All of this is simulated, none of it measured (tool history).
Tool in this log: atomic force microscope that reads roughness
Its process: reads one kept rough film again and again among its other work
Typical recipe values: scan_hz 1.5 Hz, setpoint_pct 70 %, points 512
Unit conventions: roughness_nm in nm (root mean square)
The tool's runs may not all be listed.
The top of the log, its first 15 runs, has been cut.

Run 16, hour 179.8: usual settings. Result: roughness_nm 2.906 nm (root mean square).
Run 17, hour 196.2: usual settings. Result: roughness_nm 2.873 nm (root mean square).
At hour 201: new tip fitted.
Run 18, hour 205.8: usual settings. Result: roughness_nm 3.403 nm (root mean square).
Run 19, hour 216.9: usual settings. Result: roughness_nm 3.356 nm (root mean square).
Run 20, hour 233.4: usual settings. Result: roughness_nm 3.258 nm (root mean square).
Run 21, hour 247.3: usual settings but points 499. Result: roughness_nm 3.276 nm (root mean square).
Run 22, hour 254.2: usual settings. Result: roughness_nm 3.233 nm (root mean square).
Run 23, hour 266.8: usual settings. Result: roughness_nm 3.209 nm (root mean square).
Run 24, hour 282.4: usual settings. Result: roughness_nm 3.165 nm (root mean square).
Run 25, hour 293.4: usual settings. Result: roughness_nm 3.119 nm (root mean square).
Run 26, hour 310: usual settings. Result: roughness_nm 3.062 nm (root mean square).
Run 27, hour 319.2: usual settings but scan_hz 3.49 Hz, setpoint_pct 63 %, points 312. Result: roughness_nm 2.941 nm (root mean square).
Run 28, hour 327: usual settings but scan_hz 0.58 Hz, setpoint_pct 64 %, points 443. Result: roughness_nm 3.141 nm (root mean square).
Run 29, hour 343.1: usual settings but scan_hz 0.58 Hz, setpoint_pct 60 %, points 565. Result: roughness_nm 3.093 nm (root mean square).
Run 30, hour 358.4: usual settings but scan_hz 2.14 Hz, setpoint_pct 68 %, points 686. Result: roughness_nm 2.888 nm (root mean square).
Run 31, hour 373.6: usual settings but scan_hz 2.14 Hz, setpoint_pct 68 %, points 686. Result: roughness_nm 2.832 nm (root mean square).
At hour 377.1: new tip fitted.
Run 32, hour 390.6: usual settings but scan_hz 1.22 Hz, setpoint_pct 63 %, points 686. Result: roughness_nm 3.451 nm (root mean square).
Run 33, hour 403.4: usual settings but scan_hz 1.22 Hz, setpoint_pct 63 %, points 686. Result: roughness_nm 3.407 nm (root mean square).
Run 34, hour 413.9: usual settings but scan_hz 1.22 Hz, setpoint_pct 63 %, points 686. Result: roughness_nm 3.384 nm (root mean square).
Run 35, hour 421: usual settings but setpoint_pct 85 %. Result: roughness_nm 3.067 nm (root mean square).
Run 36, hour 428.2: usual settings but scan_hz 3.27 Hz, points 322. Result: roughness_nm 3.035 nm (root mean square).
Run 37, hour 442: usual settings but setpoint_pct 76 %, points 482. Result: roughness_nm 3.133 nm (root mean square).
Run 38, hour 456.1: usual settings but points 323. Result: roughness_nm 3.131 nm (root mean square).
Run 39, hour 465.3: usual settings but scan_hz 1.47 Hz, setpoint_pct 86 %, points 575. Result: roughness_nm 2.907 nm (root mean square).

Expected results for the next run?
Run 40, hour 482: usual settings but scan_hz 1.47 Hz, setpoint_pct 86 %, points 575. Result: roughness_nm ?.

{"run 40": {"roughness_nm": 2.896}}
On a tool with no hidden condition, and with the same random variation, this run would have come out at roughness_nm 3.236 nm (root mean square).

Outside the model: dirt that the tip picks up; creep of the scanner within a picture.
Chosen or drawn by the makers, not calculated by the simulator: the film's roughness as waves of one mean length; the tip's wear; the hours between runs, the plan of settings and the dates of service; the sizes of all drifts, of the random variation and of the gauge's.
